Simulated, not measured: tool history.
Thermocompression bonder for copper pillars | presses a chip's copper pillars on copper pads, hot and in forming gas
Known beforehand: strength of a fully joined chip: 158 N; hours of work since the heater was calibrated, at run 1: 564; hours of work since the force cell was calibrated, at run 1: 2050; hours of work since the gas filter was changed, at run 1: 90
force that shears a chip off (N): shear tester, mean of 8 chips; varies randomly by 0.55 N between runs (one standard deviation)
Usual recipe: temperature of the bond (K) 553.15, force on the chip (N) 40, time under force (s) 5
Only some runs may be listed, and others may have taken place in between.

run,day,temperature of the bond (K),force on the chip (N),time under force (s),hours of work since the heater was calibrated,hours of work since the force cell was calibrated,hours of work since the gas filter was changed,force that shears a chip off (N)
1,0.000,553.15,40,5,564,2050,90,98.1
# day 1.029: force cell calibrated
2,3.667,553.15,40,14,614,36,140,128.0
3,7.450,553.15,40,3,666,89,192,85.0
4,11.621,553.15,40,3,724,146,250,85.0
5,14.767,553.15,40,5,767,190,293,99.0
6,16.567,553.15,40,5,792,215,318,99.5
7,18.254,553.15,40,5,815,238,341,99.0
8,19.962,553.15,40,5,839,262,365,100.4
# day 20.200: forming gas filter changed
9,21.862,553.15,40,5,865,288,23,99.2
10,24.288,553.15,40,4,898,321,56,93.5
11,27.967,553.15,40,4,949,372,107,93.3
12,31.354,553.15,40,4,996,419,154,93.4
13,33.433,553.15,40,4,1025,447,183,93.8
14,36.754,553.15,40,4,1071,493,229,93.7
15,38.604,557.15,32,4,1096,519,254,83.9
16,40.854,557.15,32,4,1127,550,285,84.4
17,44.562,531.15,42,8,1179,601,337,92.7
# day 46.846: forming gas filter changed
18,48.167,583.15,39,6,1228,651,18,132.9
19,51.488,571.15,37,13,1274,697,64,136.5
20,53.912,530.15,58,7,1307,730,98,108.6
21,57.962,555.15,40,3,1363,786,154,88.8
22,59.804,553.15,49,11,1389,811,179,134.8
23,62.700,567.15,56,6,1429,851,219,138.3
24,66.100,528.15,30,5,1476,898,266,58.5
25,69.192,552.15,30,5,1519,941,309,81.5
26,71.479,553.15,40,12,1550,973,340,127.4
# day 73.633: forming gas filter changed
27,73.729,553.15,40,3,1581,1004,1,86.2

Branching from run 27: 3 alternative next runs. What would each branch give?
A,77.596,553.15,41,5,1634,1057,55,?
B,77.596,525.15,39,5,1634,1057,55,?
C,77.596,553.15,40,9,1634,1057,55,?

run,force that shears a chip off (N)
A,102.5
B,70.8
C,118.2
With no hidden state in the tool, these same runs would have given:
run,force that shears a chip off (N)
A,99.9
B,68.8
C,115.2

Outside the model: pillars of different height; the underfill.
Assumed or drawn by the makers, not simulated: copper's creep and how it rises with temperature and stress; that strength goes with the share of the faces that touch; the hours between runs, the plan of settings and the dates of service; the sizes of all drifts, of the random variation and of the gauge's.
